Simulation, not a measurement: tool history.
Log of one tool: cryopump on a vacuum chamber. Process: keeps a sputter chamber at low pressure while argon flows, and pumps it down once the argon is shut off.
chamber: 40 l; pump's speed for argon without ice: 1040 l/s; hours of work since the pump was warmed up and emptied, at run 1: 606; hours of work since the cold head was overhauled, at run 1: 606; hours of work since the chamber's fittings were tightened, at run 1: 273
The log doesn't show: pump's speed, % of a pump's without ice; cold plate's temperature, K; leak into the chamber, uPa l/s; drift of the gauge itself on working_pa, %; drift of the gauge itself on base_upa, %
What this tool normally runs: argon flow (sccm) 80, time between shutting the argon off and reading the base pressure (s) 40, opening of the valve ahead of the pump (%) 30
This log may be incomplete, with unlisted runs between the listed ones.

run	hour	argon flow (sccm)	time between shutting the argon off and reading the base pressure (s)	opening of the valve ahead of the pump (%)	hours of work since the pump was warmed up and emptied	hours of work since the cold head was overhauled	hours of work since the chamber's fittings were tightened	pressure while argon flows (Pa)	pressure after the wait (uPa)
1	0	80	40	30	606	606	273	0.4494	2.93
2	14.9	80	40	30	616	616	283	0.4498	2.97
3	36.4	80	40	30	630	630	297	0.4501	3.01
4	59.3	80	40	30	646	646	312	0.4493	3.07
5	71.5	80	40	30	654	654	321	0.4506	3.06
6	86	80	40	30	664	664	330	0.4553	2.97
7	108.9	80	40	30	679	679	346	0.4511	3.2
8	133.1	80	40	40	695	695	362	0.3419	3.04
9	151.4	80	40	29	708	708	374	0.4685	3.13
10	173.8	80	40	30	723	723	389	0.4516	3.13
11	190.1	34	40	30	734	734	400	0.1913	3.12
12	211.9	151	40	30	748	748	415	0.8631	3.12
13	231.7	151	40	30	761	761	428	0.8563	3.19
14	254.2	151	40	30	777	777	443	0.856	3.23
15	278.1	151	40	30	793	793	459	0.8571	3.3
16	297.2	143	40	30	805	805	472	0.8149	3.19
17	309.7	143	40	30	814	814	480	0.8139	3.24
18	320.7	32	40	30	821	821	488	0.183	3.2
19	333.8	32	107	30	830	830	497	0.1826	1.78
20	357.2	33	33	53	846	846	512	0.1098	3.69

For run 21, what comes out?
21	377	97	33	53	859	859	526	?	?

Run 21 measured pressure while argon flows (Pa) 0.3231, pressure after the wait (uPa) 3.83.
Without the tool's hidden state the same run would have given pressure while argon flows (Pa) 0.2947, pressure after the wait (uPa) 3.09.
